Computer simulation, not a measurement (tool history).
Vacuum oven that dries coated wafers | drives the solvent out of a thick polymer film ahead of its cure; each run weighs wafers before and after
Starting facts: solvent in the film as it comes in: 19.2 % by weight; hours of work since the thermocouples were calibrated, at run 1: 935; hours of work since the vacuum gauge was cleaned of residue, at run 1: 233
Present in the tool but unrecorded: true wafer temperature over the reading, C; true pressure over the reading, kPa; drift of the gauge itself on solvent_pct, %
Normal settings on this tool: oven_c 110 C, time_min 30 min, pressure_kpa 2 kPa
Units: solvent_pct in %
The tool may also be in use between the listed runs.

run	hour	oven_c	time_min	pressure_kpa	hours of work since the thermocouples were calibrated	hours of work since the vacuum gauge was cleaned of residue	solvent_pct
1	0	110	30	2	935	233	2.57
2	10.8	110	30	2	942	239	2.54
3	17.5	110	30	2	946	243	2.54
4	29.6	110	30	1.01	953	250	2.13
5	39.5	110	30	2	959	256	2.54
# hour 44.2: oven's thermocouples calibrated
6	55.7	119	30	2	7	264	0.99
7	62.5	110	30	2	11	268	2.12
8	74.5	95	30	2	18	275	6.4
9	83.8	95	30	2.92	23	281	6.96
10	89.7	95	30	2.92	27	284	7.01
11	99.2	100	30	2	32	290	4.77
12	112.6	100	30	2	40	298	4.75
13	125.1	123	30	2	48	305	0.79
14	138	123	30	2	55	313	0.71
15	146.1	123	30	2	60	318	0.69
16	152.5	123	30	2	64	321	0.7
17	160.1	110	30	6.02	68	326	3.9
18	172.9	124	30	2	76	333	0.73
19	181.7	110	30	2	81	339	2.17
20	189.4	110	30	2	85	343	2.23
21	196.5	110	30	2	90	347	2.19
22	202.3	110	30	3.65	93	351	2.87
23	216.1	122	34	3.65	101	359	1.2
24	222.9	114	45	7.19	105	363	2.93
25	236.5	110	37	1.4	113	371	1.41
26	245.4	106	27	2.88	118	376	3.86
27	252.7	106	27	2.88	123	380	3.89
28	266.1	120	20	5.12	131	388	2.57
29	276.4	103	31	3.58	137	394	4.49
30	290.4	110	51	2.11	145	402	1.22
31	299.4	96	18	3.22	150	408	9.38
32	306.6	102	18	6.49	154	412	8.56
33	317.6	123	54	2.64	161	419	0.82
34	331.4	123	54	2.64	169	427	0.81
35	343.8	123	54	2.64	176	434	0.75
36	357.1	101	41	2	184	442	3.13
37	370.2	103	30	1.96	192	449	3.93
38	383	103	30	1.96	199	457	3.89
39	392	114	30	1.96	205	462	1.5
40	405.4	114	30	1.96	213	470	1.53
41	412.6	111	30	2.91	217	474	2.38
42	419	97	30	2.91	221	478	6.34
43	428.6	118	30	1.57	226	484	0.95
44	439.7	104	30	3.23	233	490	4.22

4 options for the next run, each taken on its own from the tool as it stands now. Forecast them:
A	450	97	30	1.06	239	496	?
B	450	124	36	2.17	239	496	?
C	450	109	36	2.05	239	496	?
D	450	106	24	1.8	239	496	?

run	solvent_pct
A	5.3
B	0.66
C	1.91
D	3.95
With the hidden condition removed and each run's random variation left untouched, the same runs would have given:
run	solvent_pct
A	5.26
B	0.63
C	1.87
D	3.92
